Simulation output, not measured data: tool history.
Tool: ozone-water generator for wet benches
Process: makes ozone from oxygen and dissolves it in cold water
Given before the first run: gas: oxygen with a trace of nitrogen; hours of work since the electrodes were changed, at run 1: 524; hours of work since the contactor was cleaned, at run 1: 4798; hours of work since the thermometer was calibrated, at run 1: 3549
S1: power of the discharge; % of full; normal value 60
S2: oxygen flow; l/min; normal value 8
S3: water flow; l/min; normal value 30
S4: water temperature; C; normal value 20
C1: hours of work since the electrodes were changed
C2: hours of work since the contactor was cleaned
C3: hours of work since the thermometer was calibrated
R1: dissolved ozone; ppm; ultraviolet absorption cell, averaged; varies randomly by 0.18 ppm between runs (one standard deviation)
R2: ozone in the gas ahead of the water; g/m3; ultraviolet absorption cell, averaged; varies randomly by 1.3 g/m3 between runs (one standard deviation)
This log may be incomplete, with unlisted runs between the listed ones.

run    hour  S1     S2  S3  S4    C1    C2    C3    R1     R2
  1       0  60      8  30  20   524  4798  3549  22.3  238.8
  2    22.8  60      8  30  20   546  4821  3571  22.4  236.2
  3    72.9  60      8  30  20   595  4870  3620  22.1  235.9
  4   115.3  60      8  30  20   636  4911  3661  22.3  239.7
  5   163.9  60      8  30  20   684  4958  3709  22.1  237.6
  6   206.9  60      8  35  20   725  5000  3751  19.2    235
  7   237.2  60      8  30  20   755  5030  3780  22.4    235
  8   271.7  60  10.54  30  20   789  5063  3814  22.4  207.2
  9     306  60  10.54  30  20   822  5097  3847  22.5  205.5
 10   341.4  60  10.54  30  20   857  5131  3882  22.4  206.8
 11   388.4  60      8  30  24   902  5177  3927  20.7  235.9
 12   431.9  60      8  30  24   945  5219  3970  20.8  233.8
 13   466.9  60      8  30  24   979  5253  4004    21  234.5
 14   511.2  60      8  30  24  1022  5297  4047  20.7  235.4
      537.4  -- water thermometer calibrated
 15   545.2  60      8  30  24  1055  5329     8  20.8  235.6
 16   569.5  60      8  30  24  1078  5353    31  20.7  233.4
 17     598  60      8  30  24  1106  5381    59  20.8  237.4
 18     629  60      8  30  24  1136  5411    89  20.8  233.6
 19   655.7  69   4.45  26  19  1162  5437   115  25.8  335.7
 20   703.3  60   7.54  30  14  1209  5483   162  23.9  241.6
 21     728  51  11.07  31  15  1233  5507   186  21.2  178.6
 22   778.3  51  11.07  25  15  1282  5556   235  24.9  179.2
 23   803.9  51  11.07  25  15  1307  5581   260  24.9  181.4
 24   840.7  42  11.07  25  16  1343  5617   295  21.2  157.9
 25   879.7  46      8  30  19  1381  5655   334  18.5  193.8
 26   921.5  46      8  30  19  1421  5696   374  18.6  193.2
 27   945.4  46      8  30  19  1445  5719   398  18.6  193.8
 28   986.5  49  10.92  45  13  1485  5759   438  14.8  175.4
 29  1013.4  49  10.92  45  13  1511  5786   464  14.7  174.6
 30  1038.6  59  10.92  34  18  1535  5810   488  20.6  201.3
 31  1088.2  79   5.01  34  18  1584  5858   537  22.4  344.5
 32  1131.2  46   6.16  30  16  1626  5900   579  18.4  217.9
 33  1161.4  46   6.16  30  16  1655  5930   608  18.7  214.9

Same runs, no hidden state in the tool, same run-to-run variation:
The tool's hidden condition here consists of: yield of the discharge, % of new electrodes'; contactor's efficiency, % of a clean one's; true water temperature over the reading, C; drift of the gauge itself on ozone_ppm, %; drift of the gauge itself on gas_g_m3, %.
run    R1     R2
  1  23.9  241.2
  2  24.1  238.8
  3  23.8  238.6
  4  24.1  242.8
  5  23.9  240.8
  6  20.9  238.4
  7  24.3  238.6
  8  24.3  210.5
  9  24.4  208.9
 10  24.4  210.4
 11  22.6  240.2
 12  22.7  238.4
 13  22.9  239.2
 14  22.7  240.4
 15  22.7  240.8
 16  22.6  238.7
 17  22.7  242.9
 18  22.8  239.2
 19  28.2  344.8
 20  26.2  247.7
 21  23.3  182.6
 22  27.2  183.4
 23  27.2  185.7
 24  23.1  161.1
 25  20.3  198.3
 26  20.4  197.8
 27  20.4  198.5
 28  16.5  180.1
 29  16.4  179.3
 30    23  207.8
 31  25.1  358.7
 32  20.3  223.8
 33  20.6    221
